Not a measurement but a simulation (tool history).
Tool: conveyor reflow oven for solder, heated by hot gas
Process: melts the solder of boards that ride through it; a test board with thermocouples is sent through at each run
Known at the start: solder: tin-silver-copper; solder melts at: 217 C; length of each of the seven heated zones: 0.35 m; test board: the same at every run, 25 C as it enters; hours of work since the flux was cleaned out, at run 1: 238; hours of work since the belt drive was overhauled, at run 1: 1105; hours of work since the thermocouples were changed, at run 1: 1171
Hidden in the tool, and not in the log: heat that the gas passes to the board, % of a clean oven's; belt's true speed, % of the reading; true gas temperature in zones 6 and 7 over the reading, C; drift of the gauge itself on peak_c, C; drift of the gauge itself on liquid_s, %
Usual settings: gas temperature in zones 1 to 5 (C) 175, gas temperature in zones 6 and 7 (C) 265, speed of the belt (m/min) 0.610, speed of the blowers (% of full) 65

run   hour  gas temperature in zones 1 to 5 (C)  gas temperature in zones 6 and 7 (C)  speed of the belt (m/min)  speed of the blowers (% of full)  hours of work since the flux was cleaned out  hours of work since the belt drive was overhauled  hours of work since the thermocouples were changed  highest temperature of the board (C)  time above the solder's melting point (s)
  1    0.0                                  175                                   265                      0.610                                65                                           238                                               1105                                                1171                                 243.5                                       45.0
      13.8  -- thermocouples of zones 6 and 7 changed
  2   43.6                                  175                                   265                      0.610                                65                                           268                                               1135                                                  22                                 245.5                                       46.8
  3   88.4                                  175                                   265                      0.610                                65                                           300                                               1168                                                  54                                 245.0                                       46.4
  4  142.7                                  175                                   265                      0.610                                65                                           340                                               1207                                                  93                                 243.9                                       45.5
     177.7  -- belt drive overhauled, speed set with a stopwatch
  5  177.7                                  175                                   265                      0.610                                65                                           362                                                  0                                                 116                                 244.5                                       44.5
  6  215.6                                  177                                   265                      0.610                                65                                           390                                                 28                                                 143                                 244.5                                       44.8
     238.0  -- flux residue cleaned out of gas plates and filters
  7  270.9                                  177                                   265                      0.610                                65                                            24                                                 64                                                 180                                 247.7                                       48.6
  8  341.6                                  177                                   265                      0.610                                65                                            75                                                115                                                 231                                 246.4                                       49.0
  9  370.5                                  175                                   276                      0.610                                66                                            96                                                136                                                 252                                 256.2                                       53.1
 10  419.8                                  175                                   265                      0.712                                65                                           132                                                172                                                 288                                 240.4                                       35.3
 11  474.2                                  183                                   268                      0.621                                54                                           171                                                211                                                 327                                 245.6                                       47.5

The next listed run, before its measurement:
 12  532.6                                  183                                   267                      0.712                                65                                           214                                                254                                                 370                                     ?                                          ?

{"run 12": {"highest temperature of the board (C)": 243.3, "time above the solder's melting point (s)": 38.6}}
Without the tool's hidden state the same run would have given highest temperature of the board (C) 246.2, time above the solder's melting point (s) 41.3.
